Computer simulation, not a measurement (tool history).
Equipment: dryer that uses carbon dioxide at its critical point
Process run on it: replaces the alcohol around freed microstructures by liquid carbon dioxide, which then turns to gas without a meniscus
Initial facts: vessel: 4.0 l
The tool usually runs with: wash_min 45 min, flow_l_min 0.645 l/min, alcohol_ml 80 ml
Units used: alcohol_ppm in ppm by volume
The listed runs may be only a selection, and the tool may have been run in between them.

Run 1, hour 0.0: usual settings. Result: alcohol_ppm 44 ppm by volume.
Run 2, hour 10.0: usual settings. Result: alcohol_ppm 41 ppm by volume.
Run 3, hour 18.9: usual settings but alcohol_ml 71 ml. Result: alcohol_ppm 38 ppm by volume.
Run 4, hour 27.1: usual settings but flow_l_min 0.625 l/min, alcohol_ml 71 ml. Result: alcohol_ppm 40 ppm by volume.
Run 5, hour 37.4: usual settings but flow_l_min 0.651 l/min. Result: alcohol_ppm 41 ppm by volume.
Run 6, hour 46.7: usual settings but flow_l_min 0.651 l/min. Result: alcohol_ppm 41 ppm by volume.
Run 7, hour 53.8: usual settings but flow_l_min 0.651 l/min. Result: alcohol_ppm 41 ppm by volume.
Run 8, hour 64.1: usual settings but wash_min 55 min. Result: alcohol_ppm 27 ppm by volume.
Run 9, hour 70.2: usual settings. Result: alcohol_ppm 37 ppm by volume.
Run 10, hour 79.9: usual settings but wash_min 60 min. Result: alcohol_ppm 22 ppm by volume.
Run 11, hour 86.8: usual settings but wash_min 60 min. Result: alcohol_ppm 24 ppm by volume.
Run 12, hour 91.3: usual settings but wash_min 60 min. Result: alcohol_ppm 19 ppm by volume.
Run 13, hour 101.5: usual settings. Result: alcohol_ppm 42 ppm by volume.
Run 14, hour 110.7: usual settings but alcohol_ml 39 ml. Result: alcohol_ppm 28 ppm by volume.
Run 15, hour 118.1: usual settings. Result: alcohol_ppm 40 ppm by volume.
Run 16, hour 123.8: usual settings. Result: alcohol_ppm 45 ppm by volume.
Run 17, hour 131.0: usual settings but wash_min 37 min. Result: alcohol_ppm 97 ppm by volume.
Run 18, hour 136.0: usual settings but wash_min 37 min. Result: alcohol_ppm 100 ppm by volume.
Run 19, hour 141.8: usual settings but wash_min 37 min. Result: alcohol_ppm 110 ppm by volume.
Run 20, hour 146.8: usual settings. Result: alcohol_ppm 42 ppm by volume.
Run 21, hour 153.9: usual settings. Result: alcohol_ppm 42 ppm by volume.
Run 22, hour 163.9: usual settings. Result: alcohol_ppm 44 ppm by volume.
Run 23, hour 172.8: usual settings. Result: alcohol_ppm 43 ppm by volume.
Run 24, hour 181.2: usual settings but flow_l_min 0.439 l/min, alcohol_ml 23 ml. Result: alcohol_ppm 87 ppm by volume.
Run 25, hour 186.1: usual settings but flow_l_min 0.439 l/min, alcohol_ml 23 ml. Result: alcohol_ppm 78 ppm by volume.
Run 26, hour 194.5: usual settings but flow_l_min 0.931 l/min, alcohol_ml 26 ml. Result: alcohol_ppm 30 ppm by volume.
Run 27, hour 200.4: usual settings but wash_min 70 min, flow_l_min 0.391 l/min, alcohol_ml 49 ml. Result: alcohol_ppm 48 ppm by volume.
Run 28, hour 208.5: usual settings but wash_min 70 min, flow_l_min 0.391 l/min, alcohol_ml 49 ml. Result: alcohol_ppm 46 ppm by volume.
Run 29, hour 218.8: usual settings but wash_min 70 min, flow_l_min 0.391 l/min, alcohol_ml 53 ml. Result: alcohol_ppm 48 ppm by volume.
Run 30, hour 225.2: usual settings but wash_min 66 min, flow_l_min 0.886 l/min, alcohol_ml 47 ml. Result: alcohol_ppm 16 ppm by volume.
Run 31, hour 232.0: usual settings but wash_min 62 min, flow_l_min 0.392 l/min, alcohol_ml 37 ml. Result: alcohol_ppm 50 ppm by volume.
Run 32, hour 239.8: usual settings but wash_min 62 min, flow_l_min 0.392 l/min, alcohol_ml 37 ml. Result: alcohol_ppm 59 ppm by volume.
Run 33, hour 248.2: usual settings but wash_min 70 min, flow_l_min 0.509 l/min, alcohol_ml 31 ml. Result: alcohol_ppm 30 ppm by volume.
Run 34, hour 258.5: usual settings but alcohol_ml 111 ml. Result: alcohol_ppm 61 ppm by volume.
Run 35, hour 268.5: usual settings but flow_l_min 0.802 l/min, alcohol_ml 29 ml. Result: alcohol_ppm 29 ppm by volume.
Run 36, hour 273.4: usual settings but alcohol_ml 32 ml. Result: alcohol_ppm 38 ppm by volume.
Run 37, hour 279.4: usual settings but alcohol_ml 32 ml. Result: alcohol_ppm 36 ppm by volume.
Run 38, hour 284.6: usual settings but alcohol_ml 32 ml. Result: alcohol_ppm 26 ppm by volume.
Run 39, hour 289.2: usual settings but wash_min 41 min, flow_l_min 0.540 l/min, alcohol_ml 40 ml. Result: alcohol_ppm 100 ppm by volume.
Run 40, hour 295.8: usual settings but flow_l_min 0.427 l/min, alcohol_ml 91 ml. Result: alcohol_ppm 298 ppm by volume.
Run 41, hour 303.2: usual settings but flow_l_min 0.427 l/min, alcohol_ml 91 ml. Result: alcohol_ppm 311 ppm by volume.
Run 42, hour 311.5: usual settings but wash_min 32 min, alcohol_ml 70 ml. Result: alcohol_ppm 194 ppm by volume.
Run 43, hour 319.4: usual settings but wash_min 30 min, flow_l_min 0.798 l/min, alcohol_ml 29 ml. Result: alcohol_ppm 59 ppm by volume.
Run 44, hour 329.7: usual settings but wash_min 44 min. Result: alcohol_ppm 61 ppm by volume.
Run 45, hour 338.3: usual settings but wash_min 29 min, flow_l_min 0.949 l/min, alcohol_ml 36 ml. Result: alcohol_ppm 47 ppm by volume.
Run 46, hour 348.5: usual settings but wash_min 28 min, flow_l_min 0.949 l/min, alcohol_ml 57 ml. Result: alcohol_ppm 69 ppm by volume.

What if the next run were any one of these 4? Each begins from the tool's condition after run 46:
Run A, hour 355.8: usual settings but flow_l_min 1.001 l/min, alcohol_ml 54 ml. Result: alcohol_ppm ?.
Run B, hour 355.8: usual settings but wash_min 40 min, flow_l_min 0.482 l/min, alcohol_ml 76 ml. Result: alcohol_ppm ?.
Run C, hour 355.8: usual settings but wash_min 52 min, flow_l_min 0.832 l/min, alcohol_ml 56 ml. Result: alcohol_ppm ?.
Run D, hour 355.8: usual settings but wash_min 43 min, flow_l_min 0.478 l/min, alcohol_ml 26 ml. Result: alcohol_ppm ?.

run  alcohol_ppm
  A           33
  B          264
  C           32
  D           95
Without the tool's hidden state the same runs would have given:
run  alcohol_ppm
  A            7
  B          188
  C            6
  D           56
